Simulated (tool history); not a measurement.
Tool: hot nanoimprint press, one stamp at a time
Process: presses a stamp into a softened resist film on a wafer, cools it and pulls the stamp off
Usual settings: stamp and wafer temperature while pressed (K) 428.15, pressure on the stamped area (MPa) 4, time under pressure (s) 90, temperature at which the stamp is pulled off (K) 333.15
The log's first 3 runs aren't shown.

run	hour	stamp and wafer temperature while pressed (K)	pressure on the stamped area (MPa)	time under pressure (s)	temperature at which the stamp is pulled off (K)	hours of work since the thermocouple was calibrated	imprints on the stamp's release coat	hours of work since the press's seals were changed	resist left under the stamp's widest pad (Å)	greatest force while the stamp is pulled off (N)
4	37.6	424.15	4	90	333.15	394	1026	466	2766	183
5	59.5	424.15	4	90	333.15	410	1147	482	2765	200
# hour 69: stamp cleaned and given a new release coat
6	76.4	428.15	4	90	321.15	418	41	490	2135	202
7	89.5	428.15	4	90	321.15	427	114	499	2113	197
8	98.5	428.15	4	90	324.15	434	163	506	2120	200
9	114.7	428.15	4	90	324.15	445	253	517	2114	199
10	124.1	428.15	4	90	324.15	452	304	524	2135	198
11	144.7	428.15	4	90	333.15	467	419	539	2117	170
12	154.1	428.15	4	90	333.15	474	470	546	2077	165
13	171	428.15	4	163	333.15	486	564	558	1641	170
14	190.6	438.15	4	90	333.15	500	672	572	1048	171
15	205.6	438.15	4	90	333.15	511	755	583	1052	174
# hour 212.5: plate thermocouple calibrated
16	229.2	437.15	5.62	73	318.15	12	869	597	1085	252
17	246.5	433.15	4	90	333.15	24	965	610	1540	187
18	262.2	436.15	4	90	333.15	36	1052	621	1229	191
19	277	417.15	4	100	337.15	46	1134	632	3902	179
# hour 288.6: stamp cleaned and given a new release coat
20	304.2	428.15	5.29	76	321.15	62	87	647	2094	200
21	313.1	428.15	2.64	76	330.15	68	136	653	2737	174
22	322.3	428.15	2.64	76	330.15	75	187	660	2702	168
23	338.8	428.15	4	90	333.15	86	278	672	2162	163

The next listed run, before its measurement:
24	356.8	428.15	4	90	333.15	99	377	685	?	?

resist left under the stamp's widest pad (Å): 2169
greatest force while the stamp is pulled off (N): 164
Without the tool's hidden state the same run would have given resist left under the stamp's widest pad (Å) 2209, greatest force while the stamp is pulled off (N) 151.
